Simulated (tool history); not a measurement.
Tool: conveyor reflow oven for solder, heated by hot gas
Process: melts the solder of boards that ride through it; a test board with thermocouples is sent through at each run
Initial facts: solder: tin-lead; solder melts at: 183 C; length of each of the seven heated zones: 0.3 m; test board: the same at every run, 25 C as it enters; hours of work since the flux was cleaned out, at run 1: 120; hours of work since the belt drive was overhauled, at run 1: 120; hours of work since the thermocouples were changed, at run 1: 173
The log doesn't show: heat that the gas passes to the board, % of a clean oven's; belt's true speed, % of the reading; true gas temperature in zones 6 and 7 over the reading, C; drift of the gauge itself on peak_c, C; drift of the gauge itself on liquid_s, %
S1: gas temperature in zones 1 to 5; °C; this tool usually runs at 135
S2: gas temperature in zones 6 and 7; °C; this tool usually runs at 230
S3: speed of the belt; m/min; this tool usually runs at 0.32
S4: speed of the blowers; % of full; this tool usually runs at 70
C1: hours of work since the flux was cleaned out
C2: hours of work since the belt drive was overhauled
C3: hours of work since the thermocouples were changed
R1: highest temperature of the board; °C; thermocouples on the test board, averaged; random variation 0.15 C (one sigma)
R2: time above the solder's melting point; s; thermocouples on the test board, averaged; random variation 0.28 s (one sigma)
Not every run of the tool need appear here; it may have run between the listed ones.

run,hour,S1,S2,S3,S4,C1,C2,C3,R1,R2
1,0,135,230,0.32,70,120,120,173,213.2,77.2
2,13.2,135,230,0.32,70,128,128,182,212.7,77.8
3,23.6,135,230,0.32,70,135,135,188,213,77.5
4,35.7,135,230,0.32,70,142,142,196,213.1,77.1
5,48.2,135,230,0.32,70,150,150,204,213.1,77.4
6,56.2,135,230,0.347,70,155,155,208,210.2,67
7,63.8,135,230,0.323,70,160,160,213,212.5,76.2
8,73.8,122,230,0.279,70,166,166,219,214.9,86.8
9,79.5,122,230,0.279,70,170,170,223,215,87.1
# hour 85.3: flux residue cleaned out of gas plates and filters
10,93.4,135,230,0.32,57,5,175,229,209.2,71.2
11,105.6,146,244,0.335,79,13,183,236,226,92.5
12,118.9,135,230,0.322,67,21,191,244,211.3,73.9
13,130.3,141,231,0.358,63,28,198,252,208.4,64.8
# hour 143: flux residue cleaned out of gas plates and filters, once more
14,147.6,141,231,0.358,63,3,206,259,211.1,68.7

3 ways to go on from here, each from the tool as it stands after run 14. What would each give?
A,154.5,120,230,0.32,79,7,210,264,?,?
B,154.5,141,243,0.305,63,7,210,264,?,?
C,154.5,133,227,0.358,56,7,210,264,?,?

run,R1,R2
A,213.5,72.3
B,227.1,100.7
C,204.2,54.6
Had the tool no hidden state, the same runs would have come out as:
run,R1,R2
A,212.8,71.1
B,226.4,99.5
C,203.5,53.3
